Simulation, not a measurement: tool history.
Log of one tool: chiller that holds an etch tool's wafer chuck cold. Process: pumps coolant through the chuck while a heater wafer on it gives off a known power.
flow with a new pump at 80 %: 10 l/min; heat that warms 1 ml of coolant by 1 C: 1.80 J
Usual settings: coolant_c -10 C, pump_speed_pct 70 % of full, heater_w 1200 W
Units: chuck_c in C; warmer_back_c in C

run	hour	coolant_c	pump_speed_pct	heater_w	chuck_c	warmer_back_c
1	0.0	-10	70	1200	1.75	4.69
2	110.2	-10	60	1200	3.08	5.50
3	232.3	-10	70	1200	1.72	4.76
4	391.2	-10	70	1200	1.87	4.73
5	483.6	-10	70	1307	2.74	5.20
6	583.1	-10	73	1200	1.37	4.55
7	699.8	-10	73	1200	1.56	4.57
8	828.7	-9	70	1200	2.89	4.78
9	909.7	-9	70	1200	2.83	4.76
10	1028.6	-9	70	1200	2.82	4.74
11	1103.4	-4	70	1200	7.87	4.77
12	1233.1	-4	70	1200	7.96	4.78
13	1388.9	-4	70	1200	8.06	4.73
14	1467.5	-4	70	1200	7.87	4.81
15	1610.6	-4	69	1200	8.09	4.83
16	1740.6	-4	69	1200	7.99	4.87
17	1845.4	-4	69	1200	8.09	4.81
18	1960.8	-4	74	1200	7.57	4.60
19	2047.6	-20	87	1200	-9.89	3.86
# hour 2063.8: coolant pump overhauled
20	2175.8	-20	87	1200	-9.46	4.05
21	2282.9	-14	93	762	-7.77	2.39
22	2395.0	-20	93	1301	-9.12	4.07
23	2487.8	-20	93	1301	-9.00	4.11
24	2559.9	-10	70	1112	1.55	4.68
25	2638.5	-5	88	678	0.84	2.25
26	2735.6	-10	72	1766	8.00	7.16
# hour 2806.0: coolant pump overhauled, once more
27	2888.7	-10	72	1766	6.58	6.44
28	2960.8	-10	72	1766	6.65	6.45
29	3079.5	-10	98	1542	1.70	4.18
30	3169.6	-10	78	925	-1.87	3.09
31	3304.1	-17	97	1268	-7.42	3.46
32	3436.8	-3	97	848	3.38	2.34

3 ways to go on from here, each from the tool as it stands after run 32. What would each give?
A	3558.2	-16	84	1219	?	?
B	3558.2	-13	91	785	?	?
C	3558.2	-9	64	1414	?	?

run	chuck_c	warmer_back_c
A	-5.73	3.82
B	-6.93	2.29
C	5.69	5.84
Without the tool's hidden state the same runs would have given:
run	chuck_c	warmer_back_c
A	-5.89	3.83
B	-6.89	2.30
C	5.32	5.86
